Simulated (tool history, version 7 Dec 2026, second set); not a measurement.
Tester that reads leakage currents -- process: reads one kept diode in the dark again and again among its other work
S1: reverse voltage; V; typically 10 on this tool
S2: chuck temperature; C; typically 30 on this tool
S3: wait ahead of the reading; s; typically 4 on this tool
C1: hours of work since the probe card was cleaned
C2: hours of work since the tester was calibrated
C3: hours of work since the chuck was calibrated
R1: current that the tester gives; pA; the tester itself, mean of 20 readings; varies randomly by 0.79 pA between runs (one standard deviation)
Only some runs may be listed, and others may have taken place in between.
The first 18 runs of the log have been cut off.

run    hour    S1  S2    S3   C1    C2    C3      R1
 19     670  14.4  30     4  575  1410  1750  315.48
 20   702.2   4.1  30     4  592  1427  1767  162.99
 21   745.2   1.9  42  2.52  614  1450  1790  252.23
 22   791.2   1.9  42  2.52  638  1474  1814   250.7
 23   818.5   6.7  26  3.36  653  1488  1828  157.68
 24   847.5   3.4  57  1.56  668  1503  1843  898.73
 25   869.6   3.4  57  1.56  679  1515  1855   898.3
 26   895.3   1.6  20  7.26  693  1528  1869   46.77
      942.1  -- chuck's temperature calibrated
 27   948.1   1.6  20  7.26  720  1555     3   46.73
 28   980.4   1.6  20  7.26  737  1572    20   46.57
 29  1017.4   1.3  31  6.11  756  1591    40    95.8
 30  1046.3   1.3  31  6.11  771  1607    55   95.76
 31  1094.3   1.1  42  1.59  796  1632    80   188.7
 32  1118.8   1.1  42  1.59  809  1645    93  188.52
 33  1169.8   1.1  42  1.59  836  1671   120  188.71
 34  1219.2   1.1  21  0.68  862  1697   145   41.87
 35  1262.7   4.4  30   1.4  885  1720   168  170.18
 36  1313.8   6.8  44  0.44  911  1747   195  567.97
 37  1347.4   4.1  26     4  929  1765   213  121.56
 38  1384.8    10  24     4  949  1784   232  167.44
 39  1407.1    10  24     4  960  1796   244  167.93
 40  1444.8   1.4  23  1.63  980  1816   264   54.98

Alternative continuations, all from the tool just after run 40; predict every row:
  A  1488.5  2.5  23  1.63  1003  1839  287   ?
  B  1488.5  1.4  24  1.63  1003  1839  287   ?
  C  1488.5  3.9  23  5.68  1003  1839  287   ?

run     R1
  A  74.91
  B  59.49
  C  94.37
Had the tool no hidden state, the same runs would have come out as:
run     R1
  A  74.96
  B  59.54
  C  94.42
